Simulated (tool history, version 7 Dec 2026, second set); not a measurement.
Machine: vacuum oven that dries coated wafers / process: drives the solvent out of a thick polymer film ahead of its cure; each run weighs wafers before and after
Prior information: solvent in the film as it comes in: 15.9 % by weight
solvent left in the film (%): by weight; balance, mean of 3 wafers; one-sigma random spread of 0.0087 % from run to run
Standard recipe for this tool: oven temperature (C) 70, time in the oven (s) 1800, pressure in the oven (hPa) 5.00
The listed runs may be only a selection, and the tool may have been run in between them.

run      day  oven temperature (C)  time in the oven (s)  pressure in the oven (hPa)  solvent left in the film (%)
  1    0.000                    70                  1800                        5.00                         1.139
  2    3.379                    70                  1800                        5.00                         1.154
  3    7.096                    70                  1800                        5.00                         1.142
  4   10.938                    61                  1800                        5.00                         3.874
  5   13.150                    70                  1800                        5.00                         1.139
  6   17.188                    70                  1800                        5.00                         1.152
  7   20.900                    70                  1800                        5.53                         1.174
  8   24.104                    70                  1800                        5.00                         1.153
  9   26.108                    56                  1800                        5.00                         5.926
 10   29.088                    70                  1800                        5.00                         1.153
      31.300  -- oven's thermocouples calibrated
 11   33.642                    70                  1800                        5.00                         1.158
 12   35.554                    70                  1800                        5.00                         1.152
 13   39.100                    70                  1500                        5.00                         1.606
 14   43.562                    70                  1800                        5.00                         1.139
 15   48.033                    70                  1800                        5.00                         1.154
 16   51.821                    70                  1800                        5.00                         1.140
 17   55.975                    70                  1800                        5.00                         1.150
 18   59.521                    70                  1800                        9.84                         1.475
 19   63.592                    70                  1800                        9.84                         1.463
 20   67.158                    70                  1980                        9.84                         1.272
 21   69.012                    70                  1740                        9.84                         1.530
 22   71.779                    70                  1740                        9.84                         1.539
 23   75.167                    70                  1800                        5.00                         1.159
 24   79.133                    70                  1800                        9.50                         1.441
      79.408  -- vacuum gauge cleaned of residue and calibrated
 25   82.700                    74                  2280                        5.50                         0.412
 26   84.592                    84                  1800                        5.00                         0.197
 27   87.821                    70                  2400                        5.00                         0.652
 28   89.738                    70                  2400                        3.07                         0.520
 29   91.579                    62                  2880                        9.22                         2.131
 30   95.929                    70                  1500                        5.00                         1.600
 31   97.821                    70                  1380                        5.00                         1.861
 32  100.812                    80                  1980                       12.05                         0.540
 33  104.592                    56                  3060                       11.92                         4.245
 34  107.558                    56                  3060                        4.20                         3.487
 35  111.800                    85                  2100                        5.00                         0.173
     112.212  -- oven's thermocouples calibrated
 36  114.538                    84                  2520                        5.00                         0.200
 37  116.388                    84                  2520                        5.00                         0.198
 38  120.862                    84                  2520                        5.00                         0.181
 39  123.125                    84                  3120                        2.82                         0.106
 40  126.108                    76                  1800                        4.74                         0.410
 41  128.600                    76                  1800                        4.74                         0.412
 42  132.979                    79                  1080                        5.00                         0.681
 43  136.733                    79                  1080                        5.00                         0.662
 44  139.538                    66                  1020                       13.72                         4.987
 45  142.062                    68                  1620                        4.88                         1.899
 46  144.596                    68                  1620                        4.88                         1.893
 47  146.629                    56                   900                        6.20                         8.825
 48  150.242                    65                  1200                        3.23                         4.009

Below, some changes in solvent left in the film (%) between adjacent runs. For each, the amount present without the hidden state too (settings, incoming material, random variation) and the amount remaining for the hidden state with gauge scatter not shared by both compared results:
Hidden state at play: true wafer temperature over the reading, C; true pressure over the reading, kPa; drift of the gauge itself on solvent_pct, %.
Run 8 -> 9: oven temperature (C) 70 -> 56. solvent left in the film (%) +4.773: hidden state -0.003, all else +4.776.
Run 31 -> 32: oven temperature (C) 70 -> 80, time in the oven (s) 1380 -> 1980, pressure in the oven (hPa) 5.00 -> 12.05. solvent left in the film (%) -1.321: hidden state +0.007, all else -1.328.
Run 32 -> 33: oven temperature (C) 80 -> 56, time in the oven (s) 1980 -> 3060, pressure in the oven (hPa) 12.05 -> 11.92. solvent left in the film (%) +3.705: hidden state -0.010, all else +3.715.
Run 34 -> 35: oven temperature (C) 56 -> 85, time in the oven (s) 3060 -> 2100, pressure in the oven (hPa) 4.20 -> 5.00. solvent left in the film (%) -3.314: hidden state +0.011, all else -3.325.
Run 46 -> 47: oven temperature (C) 68 -> 56, time in the oven (s) 1620 -> 900, pressure in the oven (hPa) 4.88 -> 6.20. solvent left in the film (%) +6.932: hidden state -0.001, all else +6.933.
Run 47 -> 48: oven temperature (C) 56 -> 65, time in the oven (s) 900 -> 1200, pressure in the oven (hPa) 6.20 -> 3.23. solvent left in the film (%) -4.816: hidden state -0.002, all else -4.814.
